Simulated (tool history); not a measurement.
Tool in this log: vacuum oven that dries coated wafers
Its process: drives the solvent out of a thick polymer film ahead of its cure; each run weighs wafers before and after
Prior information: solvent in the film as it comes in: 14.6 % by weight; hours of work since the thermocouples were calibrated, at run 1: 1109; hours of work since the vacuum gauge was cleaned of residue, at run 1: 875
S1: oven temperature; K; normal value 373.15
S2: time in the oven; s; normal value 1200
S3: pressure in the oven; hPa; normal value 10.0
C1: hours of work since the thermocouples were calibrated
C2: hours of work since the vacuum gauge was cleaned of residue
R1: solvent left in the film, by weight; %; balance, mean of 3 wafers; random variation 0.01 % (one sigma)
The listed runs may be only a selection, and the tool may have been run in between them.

run 1 day=0.000 | S1=373.15 S2=1200 S3=10.0 | C1=1109 C2=875 | R1=2.58
run 2 day=1.279 | S1=373.15 S2=1200 S3=10.0 | C1=1125 C2=890 | R1=2.60
run 3 day=2.738 | S1=373.15 S2=1200 S3=10.0 | C1=1143 C2=908 | R1=2.59
run 4 day=4.392 | S1=373.15 S2=1200 S3=10.4 | C1=1163 C2=929 | R1=2.59
run 5 day=6.254 | S1=383.15 S2=1200 S3=10.0 | C1=1186 C2=951 | R1=1.29
run 6 day=7.462 | S1=383.15 S2=1200 S3=10.0 | C1=1201 C2=966 | R1=1.31
run 7 day=8.671 | S1=373.15 S2=1200 S3=19.7 | C1=1216 C2=981 | R1=2.99
run 8 day=10.042 | S1=373.15 S2=1200 S3=19.7 | C1=1232 C2=998 | R1=2.99
run 9 day=11.971 | S1=365.15 S2=1620 S3=10.0 | C1=1256 C2=1022 | R1=2.79
-- day=13.225 oven's thermocouples calibrated
run 10 day=13.225 | S1=373.15 S2=1200 S3=7.8 | C1=0 C2=1036 | R1=2.49
run 11 day=14.675 | S1=360.15 S2=1200 S3=35.3 | C1=18 C2=1054 | R1=6.30
run 12 day=16.558 | S1=384.15 S2=1200 S3=35.3 | C1=41 C2=1077 | R1=2.02

Entry by entry between the runs, the difference in hidden state between the last listed run before and the first listed run after:
Logged between run 9 and run 10: oven's thermocouples calibrated (day 13.225)
  true wafer temperature over the reading, C: -0.01 -> 0; true pressure over the reading, kPa: 0.003 -> 0.004
